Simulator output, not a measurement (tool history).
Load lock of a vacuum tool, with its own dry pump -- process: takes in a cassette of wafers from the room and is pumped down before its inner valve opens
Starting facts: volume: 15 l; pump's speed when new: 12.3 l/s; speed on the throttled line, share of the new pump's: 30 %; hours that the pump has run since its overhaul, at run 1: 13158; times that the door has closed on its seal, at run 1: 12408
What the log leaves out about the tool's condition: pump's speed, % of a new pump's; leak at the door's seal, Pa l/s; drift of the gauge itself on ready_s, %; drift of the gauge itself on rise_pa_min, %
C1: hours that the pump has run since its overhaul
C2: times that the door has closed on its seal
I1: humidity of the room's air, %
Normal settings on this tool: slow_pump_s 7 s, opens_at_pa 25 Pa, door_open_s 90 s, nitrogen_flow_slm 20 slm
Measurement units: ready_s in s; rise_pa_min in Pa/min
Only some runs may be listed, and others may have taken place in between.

{"run": 1, "day": 0.0, "slow_pump_s": 7, "opens_at_pa": 25, "door_open_s": 90, "nitrogen_flow_slm": 20, "C1": 13158, "C2": 12408, "I1": 43.7, "ready_s": 16.3, "rise_pa_min": 0.087}
{"run": 2, "day": 7.971, "slow_pump_s": 7, "opens_at_pa": 25, "door_open_s": 90, "nitrogen_flow_slm": 20, "C1": 13349, "C2": 12870, "I1": 44.2, "ready_s": 16.3, "rise_pa_min": 0.096}
{"run": 3, "day": 13.254, "slow_pump_s": 7, "opens_at_pa": 25, "door_open_s": 90, "nitrogen_flow_slm": 20, "C1": 13476, "C2": 13176, "I1": 44.0, "ready_s": 16.4, "rise_pa_min": 0.09}
{"run": 4, "day": 17.212, "slow_pump_s": 9, "opens_at_pa": 25, "door_open_s": 90, "nitrogen_flow_slm": 20, "C1": 13571, "C2": 13405, "I1": 44.1, "ready_s": 17.9, "rise_pa_min": 0.089}
{"run": 5, "day": 24.542, "slow_pump_s": 7, "opens_at_pa": 25, "door_open_s": 90, "nitrogen_flow_slm": 4, "C1": 13747, "C2": 13829, "I1": 44.4, "ready_s": 16.4, "rise_pa_min": 0.118}
{"run": 6, "day": 32.242, "slow_pump_s": 7, "opens_at_pa": 25, "door_open_s": 90, "nitrogen_flow_slm": 4, "C1": 13932, "C2": 14276, "I1": 43.5, "ready_s": 16.3, "rise_pa_min": 0.113}
{"run": 7, "day": 36.258, "slow_pump_s": 7, "opens_at_pa": 25, "door_open_s": 121, "nitrogen_flow_slm": 20, "C1": 14028, "C2": 14508, "I1": 44.5, "ready_s": 16.2, "rise_pa_min": 0.101}
{"run": 8, "day": 40.804, "slow_pump_s": 6, "opens_at_pa": 25, "door_open_s": 121, "nitrogen_flow_slm": 20, "C1": 14137, "C2": 14771, "I1": 45.6, "ready_s": 16.0, "rise_pa_min": 0.107}
{"run": 9, "day": 46.192, "slow_pump_s": 7, "opens_at_pa": 37, "door_open_s": 90, "nitrogen_flow_slm": 20, "C1": 14266, "C2": 15083, "I1": 45.3, "ready_s": 15.8, "rise_pa_min": 0.101}
{"run": 10, "day": 51.804, "slow_pump_s": 9, "opens_at_pa": 37, "door_open_s": 29, "nitrogen_flow_slm": 17, "C1": 14401, "C2": 15409, "I1": 41.6, "ready_s": 17.1, "rise_pa_min": 0.079}
{"run": 11, "day": 57.208, "slow_pump_s": 6, "opens_at_pa": 33, "door_open_s": 80, "nitrogen_flow_slm": 11, "C1": 14531, "C2": 15721, "I1": 45.1, "ready_s": 15.4, "rise_pa_min": 0.111}
{"run": 12, "day": 61.671, "slow_pump_s": 9, "opens_at_pa": 46, "door_open_s": 54, "nitrogen_flow_slm": 22, "C1": 14638, "C2": 15980, "I1": 42.5, "ready_s": 16.9, "rise_pa_min": 0.087}
{"run": 13, "day": 67.525, "slow_pump_s": 9, "opens_at_pa": 46, "door_open_s": 54, "nitrogen_flow_slm": 22, "C1": 14778, "C2": 16319, "I1": 46.7, "ready_s": 16.6, "rise_pa_min": 0.089}
{"run": 14, "day": 75.825, "slow_pump_s": 9, "opens_at_pa": 46, "door_open_s": 54, "nitrogen_flow_slm": 22, "C1": 14978, "C2": 16800, "I1": 46.5, "ready_s": 16.9, "rise_pa_min": 0.094}
{"run": 15, "day": 81.717, "slow_pump_s": 7, "opens_at_pa": 41, "door_open_s": 83, "nitrogen_flow_slm": 20, "C1": 15119, "C2": 17141, "I1": 46.4, "ready_s": 15.9, "rise_pa_min": 0.102}
{"run": 16, "day": 89.442, "slow_pump_s": 7, "opens_at_pa": 41, "door_open_s": 83, "nitrogen_flow_slm": 20, "C1": 15304, "C2": 17588, "I1": 47.8, "ready_s": 15.6, "rise_pa_min": 0.111}
{"run": 17, "day": 94.579, "slow_pump_s": 11, "opens_at_pa": 25, "door_open_s": 137, "nitrogen_flow_slm": 20, "C1": 15428, "C2": 17886, "I1": 48.5, "ready_s": 19.3, "rise_pa_min": 0.118}

Below, some changes in ready_s between adjacent runs. For each, the amount present without the hidden state too (settings, incoming material, random variation) and the amount remaining for the hidden state with gauge scatter not shared by both compared results:
Run 4 -> 5: slow_pump_s 9 -> 7, nitrogen_flow_slm 20 -> 4. ready_s -1.5 s: hidden state +0.2, all else -1.7.
Run 16 -> 17: slow_pump_s 7 -> 11, opens_at_pa 41 -> 25, door_open_s 83 -> 137. ready_s +3.7 s: hidden state +0.0, all else +3.7.

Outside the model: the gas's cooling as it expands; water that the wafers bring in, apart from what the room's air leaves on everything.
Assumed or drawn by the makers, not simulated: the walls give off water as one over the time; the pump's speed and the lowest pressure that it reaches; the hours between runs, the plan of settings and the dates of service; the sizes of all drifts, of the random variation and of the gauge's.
